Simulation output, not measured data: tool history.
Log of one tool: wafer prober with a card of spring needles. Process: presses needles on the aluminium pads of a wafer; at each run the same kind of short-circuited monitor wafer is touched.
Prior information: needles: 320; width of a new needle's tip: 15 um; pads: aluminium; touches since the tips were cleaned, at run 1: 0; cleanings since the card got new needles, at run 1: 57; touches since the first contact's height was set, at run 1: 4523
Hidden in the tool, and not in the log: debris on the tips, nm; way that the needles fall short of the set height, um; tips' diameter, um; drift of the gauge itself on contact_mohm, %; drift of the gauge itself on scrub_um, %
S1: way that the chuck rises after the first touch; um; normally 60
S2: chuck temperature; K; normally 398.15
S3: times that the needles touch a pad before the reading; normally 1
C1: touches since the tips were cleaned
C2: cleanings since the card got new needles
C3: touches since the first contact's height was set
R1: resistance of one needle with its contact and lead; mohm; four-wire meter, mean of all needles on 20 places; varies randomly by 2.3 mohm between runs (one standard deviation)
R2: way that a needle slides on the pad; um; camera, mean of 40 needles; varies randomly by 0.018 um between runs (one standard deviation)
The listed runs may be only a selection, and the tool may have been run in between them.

run	hour	S1	S2	S3	C1	C2	C3	R1	R2
1	0	60	398.15	1	0	57	4523	270	12.08
# hour 19.3: tips cleaned on abrasive film
# hour 37.7: tips cleaned on abrasive film
2	38	60	398.15	1	111	59	19334	281	12.05
# hour 56: tips cleaned on abrasive film
3	59.8	54	398.15	1	1484	60	27833	331	10.82
# hour 74.4: tips cleaned on abrasive film
4	86.9	60	398.15	1	4891	61	38390	353	12
# hour 92.7: tips cleaned on abrasive film
5	106.2	60	398.15	1	5308	62	45926	352	11.99
# hour 112.6: tips cleaned on abrasive film
# hour 131.6: tips cleaned on abrasive film
6	140.2	60	398.15	1	3365	64	59142	347	11.93
# hour 150.5: tips cleaned on abrasive film
7	163.4	60	398.15	1	5063	65	68189	350	11.89
# hour 169.1: tips cleaned on abrasive film
# hour 176.5: height of the first contact set anew
# hour 189.4: tips cleaned on abrasive film
8	194.3	60	398.15	1	1917	67	6934	332	11.8
# hour 210.4: tips cleaned on abrasive film
9	213.2	60	357.15	1	1099	68	14279	299	11.79
# hour 229.9: tips cleaned on abrasive film
10	236.1	60	357.15	1	2443	69	23231	338	11.74
# hour 250.2: tips cleaned on abrasive film
11	257.6	60	357.15	1	2901	70	31590	328	11.71
# hour 270.8: tips cleaned on abrasive film
# hour 289.2: tips cleaned on abrasive film
12	296.4	60	314.15	1	2803	72	46700	330	11.71
# hour 308.6: tips cleaned on abrasive film
# hour 327.3: tips cleaned on abrasive film
13	330.2	64	311.15	1	1146	74	59859	290	12.45
# hour 347.5: tips cleaned on abrasive film
14	354.3	60	306.15	1	2641	75	69258	331	11.63
# hour 362.1: height of the first contact set anew
# hour 369.1: tips cleaned on abrasive film
# hour 389.9: tips cleaned on abrasive film
15	392.7	41	348.15	1	1090	77	11900	350	8.2
# hour 409.4: height of the first contact set anew, once more
# hour 409.5: tips cleaned on abrasive film
16	415	41	348.15	1	2156	78	2156	413	8.23
# hour 430: tips cleaned on abrasive film
17	444.7	41	348.15	1	5771	79	13749	442	8.23
# hour 450.5: tips cleaned on abrasive film
# hour 470.1: tips cleaned on abrasive film
18	473.3	41	348.15	1	1249	81	24841	378	8.19
# hour 490.1: tips cleaned on abrasive film
19	507.3	41	298.15	1	6738	82	38117	454	8.14
# hour 511.2: tips cleaned on abrasive film
# hour 533.6: tips cleaned on abrasive film
20	536.7	41	298.15	1	1238	84	49581	362	8.11
# hour 552.7: tips cleaned on abrasive film
21	559.4	44	398.15	2	2625	85	58429	360	8.67
# hour 573.1: tips cleaned on abrasive film
# hour 593.9: tips cleaned on abrasive film
# hour 596.5: height of the first contact set anew
22	598.4	44	398.15	2	1668	87	762	343	8.88
# hour 614.1: tips cleaned on abrasive film
# hour 633.7: tips cleaned on abrasive film
23	633.7	69	333.15	2	0	89	14497	249	13.86

Hidden state or all else? Some run-to-run changes of R1, split into what the settings, what came in and random variation would give without the hidden state, and what is left for the hidden state (with any gauge scatter that isn't in both results):
Run 18 -> 19: S2 348.15 -> 298.15, tips cleaned on abrasive film. R1 +76 mohm: hidden state +98, all else -22.
Run 19 -> 20: tips cleaned on abrasive film, tips cleaned on abrasive film. R1 -92 mohm: hidden state -91, all else -1.
Run 22 -> 23: S1 44 -> 69, S2 398.15 -> 333.15, tips cleaned on abrasive film, tips cleaned on abrasive film. R1 -94 mohm: hidden state -61, all else -33.
